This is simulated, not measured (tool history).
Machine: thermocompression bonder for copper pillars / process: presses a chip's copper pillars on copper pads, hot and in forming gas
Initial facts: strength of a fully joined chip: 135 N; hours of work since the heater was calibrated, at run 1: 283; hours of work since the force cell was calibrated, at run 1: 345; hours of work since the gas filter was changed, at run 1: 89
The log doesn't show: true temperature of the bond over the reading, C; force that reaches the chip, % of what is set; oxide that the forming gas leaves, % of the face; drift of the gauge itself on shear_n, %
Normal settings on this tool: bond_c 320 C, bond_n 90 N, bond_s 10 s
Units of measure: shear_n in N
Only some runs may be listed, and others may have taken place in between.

| run | day | bond_c | bond_n | bond_s | hours of work since the heater was calibrated | hours of work since the force cell was calibrated | hours of work since the gas filter was changed | shear_n |
|---|---|---|---|---|---|---|---|---|
| 1 | 0 | 320 | 90 | 10 | 283 | 345 | 89 | 62.6 |
| 2 | 0.317 | 320 | 90 | 8 | 288 | 351 | 95 | 58.3 |
| 3 | 0.554 | 292 | 90 | 10 | 292 | 355 | 99 | 41.3 |
| 4 | 0.833 | 320 | 90 | 10 | 297 | 359 | 104 | 62.7 |
| 5 | 1.079 | 320 | 90 | 10 | 301 | 364 | 108 | 61.6 |
| 6 | 1.329 | 320 | 90 | 10 | 305 | 368 | 112 | 62.2 |
| 7 | 1.592 | 320 | 90 | 29 | 310 | 373 | 117 | 87.6 |
| 8 | 1.825 | 320 | 90 | 29 | 314 | 377 | 121 | 87.6 |
| 9 | 2.012 | 320 | 92 | 25 | 317 | 380 | 124 | 85.2 |
| 10 | 2.275 | 320 | 92 | 25 | 322 | 384 | 128 | 84.5 |
| 11 | 2.508 | 307 | 92 | 9 | 326 | 388 | 132 | 51.1 |
| 12 | 2.692 | 330 | 74 | 10 | 329 | 391 | 136 | 62.3 |
| 13 | 2.938 | 330 | 74 | 10 | 333 | 396 | 140 | 62.9 |
| 14 | 3.146 | 330 | 74 | 10 | 337 | 399 | 143 | 62.2 |
| 15 | 3.354 | 345 | 90 | 10 | 340 | 403 | 147 | 83.5 |

Consider 4 possible next runs. They are alternatives, not a sequence: every one starts from the tool as it was left by run 15. What does each give?
| A | 3.738 | 300 | 65 | 9 | 347 | 409 | 154 | ? |
| B | 3.738 | 320 | 93 | 6 | 347 | 409 | 154 | ? |
| C | 3.738 | 317 | 110 | 6 | 347 | 409 | 154 | ? |
| D | 3.738 | 319 | 71 | 9 | 347 | 409 | 154 | ? |

| run | shear_n |
|---|---|
| A | 34.6 |
| B | 52.3 |
| C | 56 |
| D | 50.5 |
Without the tool's unlogged condition, the same runs would have read:
| run | shear_n |
|---|---|
| A | 34.7 |
| B | 52.4 |
| C | 56.1 |
| D | 50.6 |

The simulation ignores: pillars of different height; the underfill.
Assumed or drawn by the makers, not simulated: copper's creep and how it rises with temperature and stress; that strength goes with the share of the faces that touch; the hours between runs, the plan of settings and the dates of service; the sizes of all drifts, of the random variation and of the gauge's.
